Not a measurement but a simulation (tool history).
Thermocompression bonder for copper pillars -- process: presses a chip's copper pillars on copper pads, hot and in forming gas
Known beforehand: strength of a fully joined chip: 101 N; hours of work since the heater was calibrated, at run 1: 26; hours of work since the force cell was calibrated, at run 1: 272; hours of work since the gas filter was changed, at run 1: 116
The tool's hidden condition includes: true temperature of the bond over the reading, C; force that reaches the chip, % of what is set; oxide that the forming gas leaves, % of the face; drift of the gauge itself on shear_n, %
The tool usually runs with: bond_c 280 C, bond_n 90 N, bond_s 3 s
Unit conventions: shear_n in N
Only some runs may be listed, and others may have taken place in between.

run     day  bond_c  bond_n  bond_s  hours of work since the heater was calibrated  hours of work since the force cell was calibrated  hours of work since the gas filter was changed  shear_n
  1       0     280      90       3                                             26                                                272                                             116     63.3
  2   0.808     283      90       3                                             33                                                280                                             124     66.3
  3   1.608     303      90       3                                             41                                                288                                             132       77
  4    2.25     303      90       3                                             48                                                294                                             138     78.1
  5   2.871     286      90       3                                             54                                                300                                             144       67
  6   3.688     286      90       3                                             62                                                308                                             152     66.9
  7   4.258     286      90       3                                             67                                                314                                             158     67.4
  8     4.8     280      90       3                                             73                                                319                                             163     63.1
  9   5.417     280      90       3                                             79                                                325                                             169     63.2
 10    5.85     280      90       3                                             83                                                329                                             174     63.2
 11   6.608     280      64       3                                             91                                                337                                             181     45.4
 12   7.304     280      64       3                                             97                                                344                                             188     45.3
 13   7.888     280      90       3                                            103                                                349                                             194     62.6
 14   8.292     280      90       3                                            107                                                353                                             198       63
 15   8.892     280      90       3                                            113                                                359                                             203     62.8
 16   9.433     280      90       3                                            118                                                365                                             209     62.5
 17  10.267     280      90       2                                            127                                                373                                             217       56
 18  11.096     280      90       2                                            135                                                381                                             225     55.6
 19   11.95     285      90       3                                            143                                                389                                             234       65
 20  12.646     262     123       5                                            150                                                396                                             240     75.5
 21   13.35     263     124       4                                            157                                                403                                             247     73.1
 22  13.979     281      56       4                                            163                                                409                                             254     44.2
 23  14.388     281      56       4                                            167                                                413                                             258     43.9
 24  15.033     280     125       7                                            173                                                420                                             264     89.8
 25  15.825     272      79       7                                            181                                                428                                             272     65.4
 26  16.333     272      69       7                                            186                                                433                                             277     57.8
 27  17.017     274      92       7                                            193                                                439                                             283     74.6
 28  17.417     278      62       6                                            197                                                443                                             287     54.1
 29  17.912     308      71       6                                            202                                                448                                             292     79.4
 30  18.321     308      97       3                                            206                                                452                                             296     81.6
 31  18.704     258      90       2                                            210                                                456                                             300     41.1
 32  19.479     254      90       6                                            217                                                463                                             308     56.7
 33  19.821     254      90       6                                            221                                                467                                             311     56.7
 34  20.262     254      90       6                                            225                                                471                                             315     57.4
 35  20.696     280      82       5                                            229                                                475                                             320     66.8
 36  21.458     280      82       5                                            237                                                483                                             327     66.1

For each run, the measured value with the value that run would have given without the tool's hidden condition subtracted. The run-to-run variation is shared by both, the gauge scatter possibly not:
run  shear_n
  1     -2.2
  2     -2.3
  3     -2.4
  4     -2.5
  5     -2.4
  6     -2.5
  7     -2.6
  8     -2.5
  9     -2.6
 10     -2.6
 11     -2.1
 12     -2.2
 13     -2.7
 14     -2.8
 15     -2.8
 16     -2.8
 17     -2.7
 18     -2.7
 19     -3.1
 20     -3.4
 21     -3.3
 22     -2.4
 23     -2.4
 24     -3.8
 25     -3.3
 26     -3.1
 27     -3.7
 28       -3
 29     -4.1
 30     -4.1
 31     -2.4
 32     -3.2
 33     -3.2
 34     -3.3
 35     -3.8
 36     -3.8
